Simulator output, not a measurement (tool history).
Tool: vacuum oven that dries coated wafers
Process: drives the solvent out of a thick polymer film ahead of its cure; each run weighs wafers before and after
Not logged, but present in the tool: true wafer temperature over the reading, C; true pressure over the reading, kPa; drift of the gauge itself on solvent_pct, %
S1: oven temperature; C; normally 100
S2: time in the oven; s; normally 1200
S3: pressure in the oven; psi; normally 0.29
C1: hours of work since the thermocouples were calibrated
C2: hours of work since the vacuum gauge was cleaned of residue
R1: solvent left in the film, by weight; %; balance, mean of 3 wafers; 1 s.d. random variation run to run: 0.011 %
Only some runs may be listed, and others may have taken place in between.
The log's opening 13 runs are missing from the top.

{"run": 14, "hour": 181.9, "S1": 100, "S2": 1200, "S3": 0.29, "C1": 1112, "C2": 440, "R1": 2.15}
{"run": 15, "hour": 194.8, "S1": 100, "S2": 1200, "S3": 0.29, "C1": 1120, "C2": 448, "R1": 2.16}
{"run": 16, "hour": 205.6, "S1": 100, "S2": 1200, "S3": 0.29, "C1": 1127, "C2": 455, "R1": 2.12}
{"run": 17, "hour": 222.9, "S1": 100, "S2": 1200, "S3": 0.29, "C1": 1137, "C2": 465, "R1": 2.14}
{"run": 18, "hour": 233.1, "S1": 100, "S2": 1200, "S3": 0.29, "C1": 1143, "C2": 471, "R1": 2.14}
{"run": 19, "hour": 247.5, "S1": 104, "S2": 1200, "S3": 0.29, "C1": 1152, "C2": 480, "R1": 1.57}
{"run": 20, "hour": 259.9, "S1": 93, "S2": 1200, "S3": 0.29, "C1": 1159, "C2": 488, "R1": 3.45}
{"run": 21, "hour": 277.3, "S1": 93, "S2": 1200, "S3": 0.29, "C1": 1170, "C2": 498, "R1": 3.45}
{"run": 22, "hour": 292.5, "S1": 108, "S2": 1200, "S3": 0.29, "C1": 1179, "C2": 507, "R1": 1.17}
{"run": 23, "hour": 307.0, "S1": 108, "S2": 1200, "S3": 0.29, "C1": 1188, "C2": 516, "R1": 1.15}
{"run": 24, "hour": 325.0, "S1": 100, "S2": 1200, "S3": 0.29, "C1": 1199, "C2": 527, "R1": 2.12}
{"run": 25, "hour": 339.2, "S1": 100, "S2": 1200, "S3": 0.206, "C1": 1208, "C2": 536, "R1": 1.91}
{"run": 26, "hour": 349.6, "S1": 94, "S2": 1380, "S3": 0.193, "C1": 1214, "C2": 542, "R1": 2.4}
{"run": 27, "hour": 358.6, "S1": 87, "S2": 1020, "S3": 0.29, "C1": 1219, "C2": 547, "R1": 5.66}
{"run": 28, "hour": 376.8, "S1": 87, "S2": 1020, "S3": 0.29, "C1": 1230, "C2": 558, "R1": 5.66}
{"run": 29, "hour": 386.9, "S1": 107, "S2": 1200, "S3": 0.302, "C1": 1236, "C2": 565, "R1": 1.27}
{"run": 30, "hour": 403.9, "S1": 107, "S2": 1200, "S3": 0.302, "C1": 1247, "C2": 575, "R1": 1.26}
{"run": 31, "hour": 423.4, "S1": 107, "S2": 1200, "S3": 0.302, "C1": 1259, "C2": 587, "R1": 1.29}
{"run": 32, "hour": 437.4, "S1": 100, "S2": 1200, "S3": 0.853, "C1": 1267, "C2": 595, "R1": 3.69}
{"hour": 440.6, "done": "vacuum gauge cleaned of residue and calibrated"}
{"run": 33, "hour": 448.9, "S1": 100, "S2": 1140, "S3": 0.257, "C1": 1273, "C2": 5, "R1": 2.21}
{"run": 34, "hour": 466.2, "S1": 100, "S2": 1140, "S3": 0.257, "C1": 1284, "C2": 16, "R1": 2.23}

Estimate the outcome of run 35 from the log above:
{"hour": 474.9, "done": "vacuum gauge cleaned of residue and calibrated, once more"}
{"run": 35, "hour": 487.6, "S1": 109, "S2": 840, "S3": 0.22, "C1": 1296, "C2": 8, "R1": "?"}

R1: 1.61 %
If the tool had no hidden condition, the same run with the same run-to-run variation would have returned R1 1.94 %.

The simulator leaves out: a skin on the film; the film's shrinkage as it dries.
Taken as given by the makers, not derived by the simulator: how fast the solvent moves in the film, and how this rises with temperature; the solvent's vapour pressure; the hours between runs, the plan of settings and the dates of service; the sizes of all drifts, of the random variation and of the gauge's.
